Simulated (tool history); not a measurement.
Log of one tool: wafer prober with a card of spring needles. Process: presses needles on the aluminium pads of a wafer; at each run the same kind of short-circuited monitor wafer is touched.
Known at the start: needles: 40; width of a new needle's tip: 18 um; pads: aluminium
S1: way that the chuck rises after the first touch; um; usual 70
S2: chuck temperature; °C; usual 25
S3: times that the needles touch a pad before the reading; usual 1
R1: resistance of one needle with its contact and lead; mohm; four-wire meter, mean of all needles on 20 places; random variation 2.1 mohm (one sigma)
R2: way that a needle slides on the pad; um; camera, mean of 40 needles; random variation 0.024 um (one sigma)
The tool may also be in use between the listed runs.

Run 1, day 0: usual settings. Result: R1 227 mohm, R2 16.57 um.
At day 0.446: tips cleaned on abrasive film.
Run 2, day 1.112: usual settings. Result: R1 233 mohm, R2 16.59 um.
At day 1.208: tips cleaned on abrasive film.
At day 1.954: tips cleaned on abrasive film.
Run 3, day 2.104: usual settings but S3 2. Result: R1 232 mohm, R2 16.59 um.
At day 2.762: tips cleaned on abrasive film.
Run 4, day 3.238: usual settings but S3 2. Result: R1 230 mohm, R2 16.52 um.
At day 3.529: tips cleaned on abrasive film.
Run 5, day 4.05: usual settings but S3 2. Result: R1 231 mohm, R2 16.57 um.
At day 4.292: tips cleaned on abrasive film.
Run 6, day 4.596: usual settings but S3 2. Result: R1 230 mohm, R2 16.58 um.
At day 5.021: tips cleaned on abrasive film.
At day 5.779: tips cleaned on abrasive film.
Run 7, day 5.8: usual settings. Result: R1 229 mohm, R2 16.56 um.
At day 6.533: tips cleaned on abrasive film.
Run 8, day 6.95: usual settings. Result: R1 231 mohm, R2 16.55 um.
At day 7.258: tips cleaned on abrasive film.
Run 9, day 7.904: usual settings. Result: R1 234 mohm, R2 16.53 um.
At day 7.979: tips cleaned on abrasive film.
At day 8.708: tips cleaned on abrasive film.
Run 10, day 9.058: usual settings. Result: R1 232 mohm, R2 16.55 um.
At day 9.425: tips cleaned on abrasive film.
Run 11, day 9.617: usual settings. Result: R1 230 mohm, R2 16.52 um.
At day 10.217: tips cleaned on abrasive film.
Run 12, day 10.562: usual settings. Result: R1 231 mohm, R2 16.55 um.
At day 10.992: tips cleaned on abrasive film.
Run 13, day 11.279: usual settings but S2 108 °C. Result: R1 253 mohm, R2 16.54 um.
At day 11.788: tips cleaned on abrasive film.
Run 14, day 12.025: usual settings but S2 34 °C. Result: R1 236 mohm, R2 16.52 um.
At day 12.508: tips cleaned on abrasive film.
At day 13.283: tips cleaned on abrasive film.
Run 15, day 13.321: usual settings but S1 89 um. Result: R1 227 mohm, R2 21.02 um.
At day 14.05: tips cleaned on abrasive film.
Run 16, day 14.612: usual settings but S1 89 um. Result: R1 226 mohm, R2 20.95 um.
At day 14.8: tips cleaned on abrasive film.
At day 15.533: tips cleaned on abrasive film.
Run 17, day 15.721: usual settings but S1 75 um, S2 46 °C, S3 3. Result: R1 237 mohm, R2 17.69 um.
At day 16.067: height of the first contact set anew.
At day 16.312: tips cleaned on abrasive film.
Run 18, day 16.779: usual settings but S1 75 um, S2 46 °C, S3 3. Result: R1 239 mohm, R2 17.65 um.
At day 17.058: tips cleaned on abrasive film.
At day 17.825: tips cleaned on abrasive film.
Run 19, day 17.862: usual settings but S1 53 um, S2 33 °C, S3 3. Result: R1 246 mohm, R2 12.49 um.
At day 18.562: tips cleaned on abrasive film.
Run 20, day 18.562: usual settings but S1 53 um, S2 33 °C, S3 3. Result: R1 240 mohm, R2 12.47 um.
At day 19.362: tips cleaned on abrasive film.
Run 21, day 19.667: usual settings but S1 85 um, S2 33 °C, S3 3. Result: R1 226 mohm, R2 19.98 um.
At day 20.104: tips cleaned on abrasive film.
At day 20.825: tips cleaned on abrasive film.
Run 22, day 21.008: usual settings but S1 85 um, S2 33 °C, S3 3. Result: R1 229 mohm, R2 19.99 um.
At day 21.562: tips cleaned on abrasive film.
Run 23, day 21.725: usual settings but S1 60 um, S2 70 °C, S3 2. Result: R1 249 mohm, R2 14.07 um.
At day 22.296: tips cleaned on abrasive film.
Run 24, day 22.346: usual settings but S1 60 um, S2 70 °C, S3 2. Result: R1 252 mohm, R2 14.1 um.
Run 25, day 22.975: usual settings but S1 60 um, S2 70 °C, S3 2. Result: R1 251 mohm, R2 14.11 um.
At day 23.079: tips cleaned on abrasive film.
Run 26, day 23.746: usual settings but S1 53 um, S2 100 °C, S3 3. Result: R1 266 mohm, R2 12.41 um.
At day 23.808: tips cleaned on abrasive film.
At day 24.554: tips cleaned on abrasive film.
Run 27, day 25.017: usual settings but S1 53 um, S2 100 °C, S3 3. Result: R1 264 mohm, R2 12.4 um.
At day 25.296: tips cleaned on abrasive film.
At day 26.038: tips cleaned on abrasive film.
Run 28, day 26.267: usual settings but S1 63 um, S2 97 °C. Result: R1 257 mohm, R2 14.75 um.
At day 26.825: tips cleaned on abrasive film.
Run 29, day 27.362: usual settings but S1 56 um, S2 59 °C. Result: R1 255 mohm, R2 13.12 um.
At day 27.604: tips cleaned on abrasive film.
At day 28.383: tips cleaned on abrasive film.
Run 30, day 28.462: usual settings but S1 56 um, S2 44 °C, S3 2. Result: R1 240 mohm, R2 13.12 um.
At day 29.154: tips cleaned on abrasive film.
Run 31, day 29.692: usual settings but S1 69 um, S2 37 °C. Result: R1 237 mohm, R2 16.14 um.

Hidden state or all else? Some run-to-run changes of R2, split into what the settings, what came in and random variation would give without the hidden state, and what is left for the hidden state (with any gauge scatter that isn't in both results):
The hidden state here: debris on the tips, nm; way that the needles fall short of the set height, um; tips' diameter, um; drift of the gauge itself on contact_mohm, %; drift of the gauge itself on scrub_um, %.
Run 14 -> 15: S1 70 -> 89, S2 34 -> 25, tips cleaned on abrasive film, tips cleaned on abrasive film. R2 +4.5 um: hidden state -0.05, all else +4.55.
Run 18 -> 19: S1 75 -> 53, S2 46 -> 33, tips cleaned on abrasive film, tips cleaned on abrasive film. R2 -5.16 um: hidden state +0.03, all else -5.19.
Run 20 -> 21: S1 53 -> 85, tips cleaned on abrasive film. R2 +7.51 um: hidden state -0.07, all else +7.58.
Run 22 -> 23: S1 85 -> 60, S2 33 -> 70, S3 3 -> 2, tips cleaned on abrasive film. R2 -5.92 um: hidden state +0.04, all else -5.96.
Run 30 -> 31: S1 56 -> 69, S2 44 -> 37, S3 2 -> 1, tips cleaned on abrasive film. R2 +3.02 um: hidden state -0.05, all else +3.07.
